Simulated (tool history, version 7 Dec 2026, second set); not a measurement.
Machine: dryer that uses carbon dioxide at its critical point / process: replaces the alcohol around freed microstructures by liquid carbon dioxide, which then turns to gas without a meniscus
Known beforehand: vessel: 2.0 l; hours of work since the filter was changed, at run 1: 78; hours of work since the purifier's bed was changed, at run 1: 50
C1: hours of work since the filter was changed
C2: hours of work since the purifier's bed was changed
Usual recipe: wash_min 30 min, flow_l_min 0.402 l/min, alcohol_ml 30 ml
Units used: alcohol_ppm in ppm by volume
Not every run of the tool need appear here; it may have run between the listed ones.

Run 1, hour 0.0: usual settings; C1 78; C2 50. Result: alcohol_ppm 148 ppm by volume.
Run 2, hour 5.7: usual settings; C1 81; C2 52. Result: alcohol_ppm 149 ppm by volume.
Run 3, hour 14.6: usual settings; C1 85; C2 57. Result: alcohol_ppm 151 ppm by volume.
Run 4, hour 23.1: usual settings; C1 90; C2 61. Result: alcohol_ppm 152 ppm by volume.
Run 5, hour 33.0: usual settings but wash_min 36 min; C1 94; C2 66. Result: alcohol_ppm 86 ppm by volume.
Run 6, hour 39.4: usual settings but wash_min 36 min; C1 98; C2 69. Result: alcohol_ppm 82 ppm by volume.
Run 7, hour 46.2: usual settings but wash_min 19 min; C1 101; C2 73. Result: alcohol_ppm 791 ppm by volume.
Run 8, hour 51.9: usual settings but wash_min 19 min, alcohol_ml 51 ml; C1 104; C2 75. Result: alcohol_ppm 1351 ppm by volume.
Run 9, hour 60.0: usual settings but wash_min 19 min, flow_l_min 0.541 l/min, alcohol_ml 51 ml; C1 108; C2 79. Result: alcohol_ppm 473 ppm by volume.
Run 10, hour 68.8: usual settings but wash_min 19 min, flow_l_min 0.541 l/min, alcohol_ml 51 ml; C1 112; C2 84. Result: alcohol_ppm 497 ppm by volume.
Run 11, hour 76.6: usual settings; C1 116; C2 88. Result: alcohol_ppm 171 ppm by volume.
Run 12, hour 83.8: usual settings; C1 120; C2 91. Result: alcohol_ppm 155 ppm by volume.
Run 13, hour 91.0: usual settings; C1 123; C2 95. Result: alcohol_ppm 171 ppm by volume.
Run 14, hour 99.6: usual settings; C1 128; C2 99. Result: alcohol_ppm 161 ppm by volume.
Run 15, hour 108.7: usual settings; C1 132; C2 104. Result: alcohol_ppm 176 ppm by volume.
Run 16, hour 116.2: usual settings; C1 136; C2 107. Result: alcohol_ppm 174 ppm by volume.
Run 17, hour 125.4: usual settings; C1 140; C2 112. Result: alcohol_ppm 177 ppm by volume.
Run 18, hour 130.8: usual settings; C1 143; C2 115. Result: alcohol_ppm 176 ppm by volume.
Run 19, hour 135.2: usual settings; C1 145; C2 117. Result: alcohol_ppm 180 ppm by volume.
Run 20, hour 144.0: usual settings but alcohol_ml 56 ml; C1 150; C2 121. Result: alcohol_ppm 316 ppm by volume.
Run 21, hour 149.6: usual settings but alcohol_ml 56 ml; C1 152; C2 124. Result: alcohol_ppm 316 ppm by volume.
Run 22, hour 155.4: usual settings; C1 155; C2 127. Result: alcohol_ppm 175 ppm by volume.
Run 23, hour 164.0: usual settings but wash_min 25 min; C1 160; C2 131. Result: alcohol_ppm 354 ppm by volume.
Run 24, hour 168.6: usual settings but wash_min 25 min; C1 162; C2 133. Result: alcohol_ppm 355 ppm by volume.
Run 25, hour 176.7: usual settings but wash_min 31 min, flow_l_min 0.274 l/min, alcohol_ml 44 ml; C1 166; C2 137. Result: alcohol_ppm 903 ppm by volume.
Run 26, hour 182.6: usual settings but wash_min 31 min, flow_l_min 0.274 l/min, alcohol_ml 44 ml; C1 169; C2 140. Result: alcohol_ppm 907 ppm by volume.
Run 27, hour 189.8: usual settings but wash_min 31 min, flow_l_min 0.274 l/min, alcohol_ml 44 ml; C1 172; C2 144. Result: alcohol_ppm 901 ppm by volume.
Run 28, hour 200.4: usual settings but wash_min 25 min, alcohol_ml 24 ml; C1 178; C2 149. Result: alcohol_ppm 307 ppm by volume.
Run 29, hour 209.3: usual settings but flow_l_min 0.371 l/min, alcohol_ml 20 ml; C1 182; C2 154. Result: alcohol_ppm 193 ppm by volume.
Run 30, hour 216.2: usual settings but flow_l_min 0.465 l/min, alcohol_ml 66 ml; C1 186; C2 157. Result: alcohol_ppm 205 ppm by volume.
Run 31, hour 220.9: usual settings but flow_l_min 0.465 l/min, alcohol_ml 66 ml; C1 188; C2 159. Result: alcohol_ppm 220 ppm by volume.
Run 32, hour 228.7: usual settings but flow_l_min 0.465 l/min, alcohol_ml 66 ml; C1 192; C2 163. Result: alcohol_ppm 214 ppm by volume.
Run 33, hour 239.1: usual settings but flow_l_min 0.465 l/min, alcohol_ml 66 ml; C1 197; C2 168. Result: alcohol_ppm 203 ppm by volume.
Run 34, hour 248.0: usual settings but wash_min 24 min, flow_l_min 0.359 l/min, alcohol_ml 50 ml; C1 201; C2 173. Result: alcohol_ppm 1007 ppm by volume.
Run 35, hour 253.1: usual settings but wash_min 40 min, flow_l_min 0.618 l/min, alcohol_ml 113 ml; C1 204; C2 175. Result: alcohol_ppm 59 ppm by volume.
Run 36, hour 259.4: usual settings but wash_min 40 min, flow_l_min 0.618 l/min, alcohol_ml 113 ml; C1 207; C2 179. Result: alcohol_ppm 53 ppm by volume.
Run 37, hour 266.4: usual settings but wash_min 34 min, flow_l_min 0.446 l/min, alcohol_ml 71 ml; C1 211; C2 182. Result: alcohol_ppm 167 ppm by volume.
Run 38, hour 276.4: usual settings but wash_min 34 min, flow_l_min 0.446 l/min, alcohol_ml 71 ml; C1 216; C2 187. Result: alcohol_ppm 173 ppm by volume.
Run 39, hour 283.4: usual settings but wash_min 34 min, flow_l_min 0.446 l/min, alcohol_ml 71 ml; C1 219; C2 191. Result: alcohol_ppm 169 ppm by volume.
Run 40, hour 289.0: usual settings but wash_min 34 min, flow_l_min 0.446 l/min, alcohol_ml 71 ml; C1 222; C2 193. Result: alcohol_ppm 181 ppm by volume.
Run 41, hour 295.8: usual settings but wash_min 29 min, flow_l_min 0.666 l/min, alcohol_ml 44 ml; C1 225; C2 197. Result: alcohol_ppm 76 ppm by volume.
Run 42, hour 302.2: usual settings but wash_min 26 min, alcohol_ml 46 ml; C1 228; C2 200. Result: alcohol_ppm 515 ppm by volume.
Run 43, hour 311.1: usual settings but wash_min 18 min, flow_l_min 0.618 l/min, alcohol_ml 47 ml; C1 233; C2 204. Result: alcohol_ppm 414 ppm by volume.
Run 44, hour 320.6: usual settings but wash_min 18 min, flow_l_min 0.618 l/min, alcohol_ml 47 ml; C1 237; C2 209. Result: alcohol_ppm 416 ppm by volume.
Run 45, hour 327.7: usual settings but wash_min 18 min, flow_l_min 0.495 l/min, alcohol_ml 47 ml; C1 241; C2 213. Result: alcohol_ppm 909 ppm by volume.
Run 46, hour 332.4: usual settings but flow_l_min 0.339 l/min, alcohol_ml 47 ml; C1 243; C2 215. Result: alcohol_ppm 590 ppm by volume.

Each row is a separate what-if for the run after 46, all from the same tool condition, not one after another. Results?
Run A, hour 341.1: usual settings but wash_min 36 min, flow_l_min 0.383 l/min, alcohol_ml 26 ml; C1 248; C2 219. Result: alcohol_ppm ?.
Run B, hour 341.1: usual settings but flow_l_min 0.295 l/min, alcohol_ml 109 ml; C1 248; C2 219. Result: alcohol_ppm ?.
Run C, hour 341.1: usual settings but wash_min 20 min, flow_l_min 0.404 l/min, alcohol_ml 82 ml; C1 248; C2 219. Result: alcohol_ppm ?.
Run D, hour 341.1: usual settings but wash_min 35 min; C1 248; C2 219. Result: alcohol_ppm ?.
Run E, hour 341.1: usual settings but flow_l_min 0.268 l/min, alcohol_ml 68 ml; C1 248; C2 219. Result: alcohol_ppm ?.

run  alcohol_ppm
  A          133
  B         2104
  C         2051
  D          140
  E         1792
Stripped of hidden state, with their random variation kept, the same runs would have yielded:
run  alcohol_ppm
  A           47
  B         1537
  C         1531
  D           53
  E         1337

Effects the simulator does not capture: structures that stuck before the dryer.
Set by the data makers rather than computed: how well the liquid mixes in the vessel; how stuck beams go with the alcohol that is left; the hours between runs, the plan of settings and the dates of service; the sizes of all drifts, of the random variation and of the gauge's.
